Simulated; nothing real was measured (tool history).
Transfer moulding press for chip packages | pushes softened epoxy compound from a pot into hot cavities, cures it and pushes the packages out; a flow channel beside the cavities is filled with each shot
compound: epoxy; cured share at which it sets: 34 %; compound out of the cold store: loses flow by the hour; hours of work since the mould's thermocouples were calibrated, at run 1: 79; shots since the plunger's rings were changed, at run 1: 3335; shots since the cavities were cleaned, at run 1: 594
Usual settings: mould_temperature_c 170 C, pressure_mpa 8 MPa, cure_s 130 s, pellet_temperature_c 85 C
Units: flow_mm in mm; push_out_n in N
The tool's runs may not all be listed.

run	hour	mould_temperature_c	pressure_mpa	cure_s	pellet_temperature_c	hours of work since the mould's thermocouples were calibrated	shots since the plunger's rings were changed	shots since the cavities were cleaned	incoming compound's hours out of the cold store	flow_mm	push_out_n
1	0	170	8	130	85	79	3335	594	36.8	458	572
2	16.7	170	8	130	85	89	3487	746	46.3	432	606
3	29.6	170	8	130	85	98	3604	863	12.8	515	678
4	50.2	174	8	130	85	111	3792	1051	17.5	496	629
# hour 67.2: cavities cleaned with cleaning compound and waxed
5	70.1	174	8	130	85	123	3960	26	36	447	833
6	86.5	170	8	125	85	134	4109	175	9.7	523	793
7	108.3	170	8	125	85	148	4308	374	21.6	481	773
# hour 115.2: cavities cleaned with cleaning compound and waxed, once more
8	132.4	170	8	125	85	163	4514	156	12.3	505	419
9	149.2	170	8	125	85	173	4668	310	35.3	456	498
10	160.5	170	8	130	85	181	4770	412	21	484	506
11	179.7	170	8	130	85	193	4945	587	32.4	450	582
12	202.8	170	8	130	85	208	5156	798	34.8	443	620
13	226	170	8	130	85	223	5367	1009	11.3	494	642
14	242.8	170	8	130	85	234	5520	1162	11.8	506	668
# hour 248.2: cavities cleaned with cleaning compound and waxed
15	254.5	168	8	134	88	241	5614	58	25.4	470	347
16	264.5	168	8	134	88	247	5704	148	26.4	461	410
17	282.9	168	8.98	116	91	259	5873	317	20.2	503	561
18	296.6	168	8.98	116	91	268	5997	441	40.5	442	604
# hour 309.5: plunger's sealing rings changed
19	310.7	168	8.98	116	91	276	11	547	37.2	522	643
20	325	175	9.81	113	93	285	141	677	10.3	612	601
21	345.3	173	8	114	85	298	326	862	39.4	465	647
22	361.3	170	9.74	130	82	308	472	1008	44	519	652
23	379.9	170	8	153	85	320	641	1177	10.8	552	642
# hour 383.5: cavities cleaned with cleaning compound and waxed
24	393.8	163	8	113	85	328	755	94	26.5	512	557
25	406.2	163	8.76	144	87	336	868	207	30.9	515	476
26	417.3	163	8.76	144	87	344	969	308	45.4	484	521
27	439.2	163	8.76	144	87	358	1169	508	25.9	535	598
28	458.2	177	6.33	167	86	370	1342	681	42.5	409	583

3 ways to go on from here, each from the tool as it stands after run 28. What would each give?
A	480	177	7.73	130	92	384	1541	880	27.4	?	?
B	480	177	6.33	167	83	384	1541	880	13.7	?	?
C	480	176	8	132	86	384	1541	880	42.5	?	?

run	flow_mm	push_out_n
A	481	609
B	466	592
C	462	629
Without the tool's hidden state the same runs would have given:
run	flow_mm	push_out_n
A	495	293
B	480	279
C	475	293

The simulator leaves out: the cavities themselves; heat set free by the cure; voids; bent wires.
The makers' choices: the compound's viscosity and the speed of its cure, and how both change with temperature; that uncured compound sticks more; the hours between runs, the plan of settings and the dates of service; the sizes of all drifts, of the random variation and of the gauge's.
